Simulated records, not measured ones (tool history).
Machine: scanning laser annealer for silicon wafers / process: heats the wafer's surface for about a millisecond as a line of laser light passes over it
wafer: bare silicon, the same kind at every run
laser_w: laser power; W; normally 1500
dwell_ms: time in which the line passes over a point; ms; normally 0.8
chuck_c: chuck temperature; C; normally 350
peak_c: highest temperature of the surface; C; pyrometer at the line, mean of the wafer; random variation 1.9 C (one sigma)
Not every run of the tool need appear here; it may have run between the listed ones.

{"run": 1, "hour": 0.0, "laser_w": 1500, "dwell_ms": 0.8, "chuck_c": 350, "peak_c": 1160}
{"run": 2, "hour": 27.8, "laser_w": 1500, "dwell_ms": 0.8, "chuck_c": 350, "peak_c": 1160}
{"run": 3, "hour": 46.4, "laser_w": 1516, "dwell_ms": 0.8, "chuck_c": 350, "peak_c": 1170}
{"run": 4, "hour": 60.2, "laser_w": 1516, "dwell_ms": 0.8, "chuck_c": 350, "peak_c": 1164}
{"run": 5, "hour": 72.9, "laser_w": 1516, "dwell_ms": 0.8, "chuck_c": 350, "peak_c": 1168}
{"run": 6, "hour": 99.3, "laser_w": 1516, "dwell_ms": 0.8, "chuck_c": 350, "peak_c": 1171}
{"run": 7, "hour": 113.0, "laser_w": 1516, "dwell_ms": 0.8, "chuck_c": 350, "peak_c": 1165}
{"run": 8, "hour": 132.4, "laser_w": 1516, "dwell_ms": 0.8, "chuck_c": 350, "peak_c": 1167}
{"run": 9, "hour": 155.2, "laser_w": 1516, "dwell_ms": 0.8, "chuck_c": 350, "peak_c": 1167}
{"hour": 160.0, "done": "laser's power meter calibrated"}
{"run": 10, "hour": 172.0, "laser_w": 1500, "dwell_ms": 0.8, "chuck_c": 350, "peak_c": 1153}
{"run": 11, "hour": 194.6, "laser_w": 1455, "dwell_ms": 0.693, "chuck_c": 354, "peak_c": 1080}
{"run": 12, "hour": 216.6, "laser_w": 1355, "dwell_ms": 0.718, "chuck_c": 362, "peak_c": 1042}
{"run": 13, "hour": 236.4, "laser_w": 1533, "dwell_ms": 0.664, "chuck_c": 329, "peak_c": 1087}
{"run": 14, "hour": 250.3, "laser_w": 1533, "dwell_ms": 0.664, "chuck_c": 329, "peak_c": 1086}
{"run": 15, "hour": 273.6, "laser_w": 1533, "dwell_ms": 0.664, "chuck_c": 358, "peak_c": 1115}
{"hour": 289.2, "done": "laser's power meter calibrated, once more"}
{"run": 16, "hour": 292.4, "laser_w": 1641, "dwell_ms": 0.906, "chuck_c": 319, "peak_c": 1266}
{"run": 17, "hour": 305.0, "laser_w": 1535, "dwell_ms": 0.82, "chuck_c": 314, "peak_c": 1149}
{"run": 18, "hour": 318.2, "laser_w": 1500, "dwell_ms": 0.798, "chuck_c": 347, "peak_c": 1152}
{"run": 19, "hour": 333.3, "laser_w": 1298, "dwell_ms": 0.848, "chuck_c": 323, "peak_c": 1019}
{"run": 20, "hour": 362.1, "laser_w": 1298, "dwell_ms": 0.848, "chuck_c": 323, "peak_c": 1022}

Here are 5 independent what-if runs from the current tool condition. What would each one return?
{"run": "A", "hour": 378.7, "laser_w": 1298, "dwell_ms": 0.8, "chuck_c": 359, "peak_c": "?"}
{"run": "B", "hour": 378.7, "laser_w": 1338, "dwell_ms": 0.891, "chuck_c": 323, "peak_c": "?"}
{"run": "C", "hour": 378.7, "laser_w": 1298, "dwell_ms": 0.848, "chuck_c": 322, "peak_c": "?"}
{"run": "D", "hour": 378.7, "laser_w": 1468, "dwell_ms": 0.783, "chuck_c": 382, "peak_c": "?"}
{"run": "E", "hour": 378.7, "laser_w": 1455, "dwell_ms": 0.8, "chuck_c": 319, "peak_c": "?"}

run=A peak_c=1039
run=B peak_c=1060
run=C peak_c=1021
run=D peak_c=1157
run=E peak_c=1097
Without the tool's hidden state the same runs would have given:
run=A peak_c=1056
run=B peak_c=1078
run=C peak_c=1038
run=D peak_c=1175
run=E peak_c=1116

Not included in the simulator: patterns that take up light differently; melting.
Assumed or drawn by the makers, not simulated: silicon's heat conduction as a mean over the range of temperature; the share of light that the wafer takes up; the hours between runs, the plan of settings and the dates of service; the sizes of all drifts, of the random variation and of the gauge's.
